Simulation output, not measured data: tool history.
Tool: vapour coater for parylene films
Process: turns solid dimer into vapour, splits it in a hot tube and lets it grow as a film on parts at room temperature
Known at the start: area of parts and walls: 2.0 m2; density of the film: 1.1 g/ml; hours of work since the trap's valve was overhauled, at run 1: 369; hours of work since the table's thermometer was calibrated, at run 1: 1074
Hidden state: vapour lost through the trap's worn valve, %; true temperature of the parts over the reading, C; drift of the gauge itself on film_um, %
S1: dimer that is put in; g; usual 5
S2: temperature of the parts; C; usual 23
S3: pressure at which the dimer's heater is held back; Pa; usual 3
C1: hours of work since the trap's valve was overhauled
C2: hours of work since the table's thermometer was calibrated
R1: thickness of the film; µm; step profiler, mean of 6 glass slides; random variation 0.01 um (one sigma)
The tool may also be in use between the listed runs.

run,day,S1,S2,S3,C1,C2,R1
1,0,5,23,3,369,1074,1.41
2,2.171,5,23,3,392,1098,1.42
3,5.038,5,23,2.7,423,1128,1.44
4,7.812,5,23,2.7,452,1158,1.42
5,9.496,5,23,2.7,470,1176,1.42
6,12.942,5,23,2.7,507,1213,1.42
7,14.612,6,23,3,525,1231,1.67
# day 16.171: table's thermometer calibrated
8,16.467,6,23,3,545,3,1.63
9,18.658,6,23,3,568,27,1.62
10,21.888,6,23,3,603,61,1.6
11,24.412,3,23,3,630,88,0.8
# day 25.075: trap's valve overhauled
12,27.696,3,23,3,28,121,0.77
13,29.725,3,23,3,50,143,0.77
14,31.304,5,23,3,67,160,1.28
# day 31.775: trap's valve overhauled, once more
15,34.496,5,23,3,29,192,1.46
16,36.325,5,23,2.68,49,212,1.48
17,39.683,5,23,2.68,85,248,1.5
18,41.833,5,23,2.68,108,271,1.47
19,44.329,7,30,8.41,134,298,1.29
20,46.075,4,30,5.81,153,316,0.79
21,49.4,4,30,4.17,188,352,0.83
22,51.333,3,30,9.84,209,373,0.54
23,53.371,6,23,3.08,231,394,1.7
24,56.488,4,23,11.75,264,428,0.9
25,58.062,7,16,3,281,444,2.6
26,60.408,7,29,5.34,306,470,1.44
27,62.496,2,21,3.46,329,492,0.58
28,64.238,5,27,3,347,511,1.19
29,66.5,3,28,7.39,371,535,0.59
30,69.812,3,16,3.49,407,570,1.08
31,71.958,4,18,2.59,430,593,1.37
32,74.554,4,18,2.59,458,621,1.38
33,77.704,4,22,2.48,491,655,1.18
34,80.908,6,20,6.48,525,689,1.62
35,83.504,2,23,3.42,553,717,0.55

5 ways to go on from here, each from the tool as it stands after run 35. What would each give?
A,85.096,5,25,3,570,734,?
B,85.096,2,24,5.51,570,734,?
C,85.096,3,23,3,570,734,?
D,85.096,7,23,3.42,570,734,?
E,85.096,2,23,3.85,570,734,?

run,R1
A,1.26
B,0.46
C,0.81
D,1.85
E,0.55
Without the tool's hidden state the same runs would have given:
run,R1
A,1.36
B,0.5
C,0.88
D,1.99
E,0.59
